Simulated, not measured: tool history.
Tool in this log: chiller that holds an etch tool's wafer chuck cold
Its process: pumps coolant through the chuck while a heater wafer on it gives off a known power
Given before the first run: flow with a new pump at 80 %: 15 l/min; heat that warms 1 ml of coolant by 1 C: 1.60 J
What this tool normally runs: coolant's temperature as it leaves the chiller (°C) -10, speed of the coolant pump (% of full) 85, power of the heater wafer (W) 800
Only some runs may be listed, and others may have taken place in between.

run     day  coolant's temperature as it leaves the chiller (°C)  speed of the coolant pump (% of full)  power of the heater wafer (W)  chuck's temperature once it has settled (°C)  how much warmer the coolant comes back (C)
  1       0                                                  -10                                     85                            800                                            -4                                        1.92
  2   4.204                                                  -10                                     85                            800                                          -4.1                                        1.89
  3   8.604                                                  -10                                     85                            800                                          -3.9                                        1.92
  4  11.917                                                  -10                                     85                            800                                            -4                                        1.93
  5  16.804                                                  -10                                     85                            800                                            -4                                        1.94
      19.75  -- chiller's thermometer calibrated
  6  21.454                                                   -7                                     85                            800                                          -1.1                                         1.9
  7  26.679                                                   -7                                     85                            800                                          -1.1                                        1.92
  8  31.804                                                  -10                                     85                            469                                          -6.5                                        1.12
  9  34.796                                                  -10                                     85                            469                                          -6.4                                        1.15
 10  39.942                                                  -10                                     85                            469                                          -6.4                                        1.14
 11  43.383                                                  -10                                     85                            800                                            -4                                        1.98
 12  46.579                                                  -11                                     85                            800                                          -4.9                                        1.94
 13   51.95                                                   -6                                     85                            800                                             0                                        1.99
 14  56.762                                                   -6                                     85                            800                                           0.3                                        1.96
 15  59.254                                                   -6                                     85                            800                                           0.1                                        1.94
 16  61.954                                                   -6                                     85                           1088                                           2.3                                        2.68

Predict the results of run 17:
 17  64.317                                                  -10                                     84                            658                                             ?                                           ?

chuck's temperature once it has settled (°C): -4.9
how much warmer the coolant comes back (C): 1.66
With no hidden state in the tool, this same run would have given chuck's temperature once it has settled (°C) -5.4, how much warmer the coolant comes back (C) 1.6.

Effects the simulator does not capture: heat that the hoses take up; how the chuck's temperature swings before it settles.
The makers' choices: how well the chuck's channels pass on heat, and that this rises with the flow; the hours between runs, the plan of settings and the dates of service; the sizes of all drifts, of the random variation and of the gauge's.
